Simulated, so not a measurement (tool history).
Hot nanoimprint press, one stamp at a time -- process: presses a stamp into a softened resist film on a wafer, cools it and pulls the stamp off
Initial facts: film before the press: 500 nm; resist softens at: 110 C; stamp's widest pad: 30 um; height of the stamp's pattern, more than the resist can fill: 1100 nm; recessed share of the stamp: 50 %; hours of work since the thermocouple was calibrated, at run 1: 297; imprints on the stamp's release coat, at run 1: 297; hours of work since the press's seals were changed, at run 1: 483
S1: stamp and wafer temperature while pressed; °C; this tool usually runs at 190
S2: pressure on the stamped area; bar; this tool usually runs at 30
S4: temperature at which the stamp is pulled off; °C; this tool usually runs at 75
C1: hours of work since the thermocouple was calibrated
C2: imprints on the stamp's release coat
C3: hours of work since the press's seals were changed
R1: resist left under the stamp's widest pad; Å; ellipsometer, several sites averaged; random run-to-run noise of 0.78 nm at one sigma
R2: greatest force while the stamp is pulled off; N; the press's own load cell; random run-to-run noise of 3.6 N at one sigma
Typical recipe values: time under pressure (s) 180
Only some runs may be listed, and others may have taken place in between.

run 1 hour=0 | S1=190 S2=30 time_under_pressure_(s)=180 S4=75 | C1=297 C2=297 C3=483 | R1=2094 R2=197
run 2 hour=27.4 | S1=190 S2=30 time_under_pressure_(s)=180 S4=75 | C1=308 C2=376 C3=495 | R1=2099 R2=192
run 3 hour=47.9 | S1=190 S2=30 time_under_pressure_(s)=180 S4=75 | C1=317 C2=436 C3=504 | R1=2102 R2=202
-- hour=84.8 stamp cleaned and given a new release coat
run 4 hour=89.5 | S1=201 S2=30 time_under_pressure_(s)=180 S4=75 | C1=332 C2=14 C3=519 | R1=1597 R2=176
run 5 hour=124.2 | S1=201 S2=30 time_under_pressure_(s)=180 S4=75 | C1=347 C2=114 C3=534 | R1=1594 R2=177
run 6 hour=145.9 | S1=201 S2=30 time_under_pressure_(s)=180 S4=75 | C1=356 C2=177 C3=543 | R1=1590 R2=181
run 7 hour=165.2 | S1=201 S2=30 time_under_pressure_(s)=180 S4=75 | C1=365 C2=233 C3=551 | R1=1592 R2=192
run 8 hour=186.2 | S1=185 S2=30 time_under_pressure_(s)=180 S4=75 | C1=374 C2=295 C3=560 | R1=2369 R2=188
run 9 hour=211.2 | S1=185 S2=30 time_under_pressure_(s)=180 S4=75 | C1=384 C2=367 C3=571 | R1=2377 R2=197
run 10 hour=234.2 | S1=190 S2=30 time_under_pressure_(s)=180 S4=75 | C1=394 C2=434 C3=581 | R1=2066 R2=203
run 11 hour=257.8 | S1=190 S2=30 time_under_pressure_(s)=180 S4=75 | C1=404 C2=503 C3=591 | R1=2077 R2=204
-- hour=271.5 stamp cleaned and given a new release coat
run 12 hour=290.5 | S1=190 S2=30 time_under_pressure_(s)=130 S4=75 | C1=415 C2=55 C3=602 | R1=2350 R2=169
run 13 hour=309.6 | S1=190 S2=30 time_under_pressure_(s)=180 S4=75 | C1=424 C2=111 C3=610 | R1=2096 R2=174
run 14 hour=345.8 | S1=190 S2=30 time_under_pressure_(s)=180 S4=75 | C1=439 C2=216 C3=626 | R1=2085 R2=181
run 15 hour=380.7 | S1=190 S2=30 time_under_pressure_(s)=180 S4=75 | C1=454 C2=317 C3=640 | R1=2072 R2=191
-- hour=385.8 plate thermocouple calibrated
run 16 hour=419.1 | S1=196 S2=41.6 time_under_pressure_(s)=105 S4=78 | C1=14 C2=420 C3=656 | R1=1850 R2=189
-- hour=460.3 stamp cleaned and given a new release coat
run 17 hour=460.3 | S1=182 S2=31.5 time_under_pressure_(s)=105 S4=78 | C1=29 C2=0 C3=671 | R1=2930 R2=155
-- hour=497.1 plate thermocouple calibrated, once more
run 18 hour=499.7 | S1=190 S2=38.5 time_under_pressure_(s)=292 S4=75 | C1=1 C2=105 C3=686 | R1=1590 R2=179
run 19 hour=535.6 | S1=188 S2=30 time_under_pressure_(s)=354 S4=75 | C1=16 C2=210 C3=701 | R1=1777 R2=193
run 20 hour=556.3 | S1=182 S2=47.1 time_under_pressure_(s)=180 S4=78 | C1=25 C2=270 C3=710 | R1=2202 R2=189
run 21 hour=587.2 | S1=187 S2=30 time_under_pressure_(s)=207 S4=64 | C1=38 C2=360 C3=724 | R1=2233 R2=247
run 22 hour=620 | S1=187 S2=30 time_under_pressure_(s)=207 S4=64 | C1=52 C2=455 C3=737 | R1=2224 R2=253
-- hour=651.7 stamp cleaned and given a new release coat
run 23 hour=656.2 | S1=187 S2=30 time_under_pressure_(s)=170 S4=69 | C1=65 C2=13 C3=750 | R1=2394 R2=191
run 24 hour=685.2 | S1=195 S2=30 time_under_pressure_(s)=170 S4=69 | C1=78 C2=97 C3=763 | R1=1945 R2=204
run 25 hour=714.8 | S1=188 S2=30 time_under_pressure_(s)=180 S4=68 | C1=90 C2=183 C3=775 | R1=2287 R2=210
run 26 hour=736.1 | S1=188 S2=30 time_under_pressure_(s)=180 S4=68 | C1=99 C2=245 C3=784 | R1=2266 R2=213
run 27 hour=754 | S1=200 S2=30 time_under_pressure_(s)=180 S4=60 | C1=107 C2=297 C3=792 | R1=1691 R2=248
run 28 hour=783.6 | S1=200 S2=20.2 time_under_pressure_(s)=180 S4=60 | C1=120 C2=383 C3=805 | R1=2055 R2=259
run 29 hour=818.1 | S1=200 S2=31.9 time_under_pressure_(s)=180 S4=82 | C1=134 C2=484 C3=819 | R1=1633 R2=184
-- hour=837.9 stamp cleaned and given a new release coat
run 30 hour=845.5 | S1=190 S2=30 time_under_pressure_(s)=180 S4=73 | C1=144 C2=22 C3=829 | R1=2161 R2=179

Here are 3 independent what-if runs from the current tool condition. What would each one return?
run A hour=861.9 | S1=185 S2=30 time_under_pressure_(s)=180 S4=73 | C1=151 C2=69 C3=836 | R1=? R2=?
run B hour=861.9 | S1=179 S2=30.5 time_under_pressure_(s)=180 S4=75 | C1=151 C2=69 C3=836 | R1=? R2=?
run C hour=861.9 | S1=190 S2=30 time_under_pressure_(s)=136 S4=75 | C1=151 C2=69 C3=836 | R1=? R2=?

run=A R1=2454 R2=184
run=B R1=2851 R2=179
run=C R1=2393 R2=181
With the hidden condition removed and each run's random variation left untouched, the same runs would have given:
run=A R1=2443 R2=180
run=B R1=2841 R2=176
run=C R1=2380 R2=178
